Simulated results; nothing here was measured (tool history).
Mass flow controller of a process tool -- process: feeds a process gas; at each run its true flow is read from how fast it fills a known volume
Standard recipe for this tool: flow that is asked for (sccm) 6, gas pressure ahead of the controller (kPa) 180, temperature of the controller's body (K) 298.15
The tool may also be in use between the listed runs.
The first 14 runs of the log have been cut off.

| run | hour | flow that is asked for (sccm) | gas pressure ahead of the controller (kPa) | temperature of the controller's body (K) | true flow (%) |
|---|---|---|---|---|---|
| 15 | 1037.4 | 6 | 180 | 298.15 | 96.80 |
| 16 | 1103.3 | 12 | 190 | 311.15 | 97.15 |
| 17 | 1147.6 | 12 | 190 | 311.15 | 97.11 |
| 18 | 1246.3 | 5 | 267 | 298.15 | 96.43 |
| 19 | 1299.5 | 18 | 180 | 296.15 | 98.88 |
| 20 | 1400.8 | 6 | 163 | 301.15 | 96.38 |
| 21 | 1477.0 | 6 | 163 | 301.15 | 96.46 |
| 22 | 1527.1 | 6 | 163 | 301.15 | 96.38 |
| 23 | 1580.7 | 5 | 217 | 303.15 | 95.89 |
| 24 | 1666.8 | 8 | 206 | 308.15 | 96.09 |
| 25 | 1751.3 | 12 | 265 | 297.15 | 97.17 |
| 26 | 1814.2 | 12 | 265 | 297.15 | 97.16 |
| 27 | 1911.6 | 12 | 265 | 297.15 | 97.07 |
| 28 | 1970.0 | 3 | 265 | 297.15 | 95.30 |
| 29 | 2057.8 | 2 | 190 | 297.15 | 95.39 |
| 30 | 2106.3 | 11 | 190 | 295.15 | 96.95 |

Forecast each of these 5 alternatives for the next run:
| A | 2191.1 | 11 | 182 | 293.15 | ? |
| B | 2191.1 | 19 | 190 | 308.15 | ? |
| C | 2191.1 | 17 | 145 | 296.15 | ? |
| D | 2191.1 | 4 | 258 | 310.15 | ? |
| E | 2191.1 | 2 | 217 | 299.15 | ? |

| run | true flow (%) |
|---|---|
| A | 96.98 |
| B | 97.64 |
| C | 98.13 |
| D | 94.98 |
| E | 95.06 |
What these runs would have given with no unlogged condition in the tool:
| run | true flow (%) |
|---|---|
| A | 98.72 |
| B | 99.39 |
| C | 99.89 |
| D | 96.67 |
| E | 96.75 |
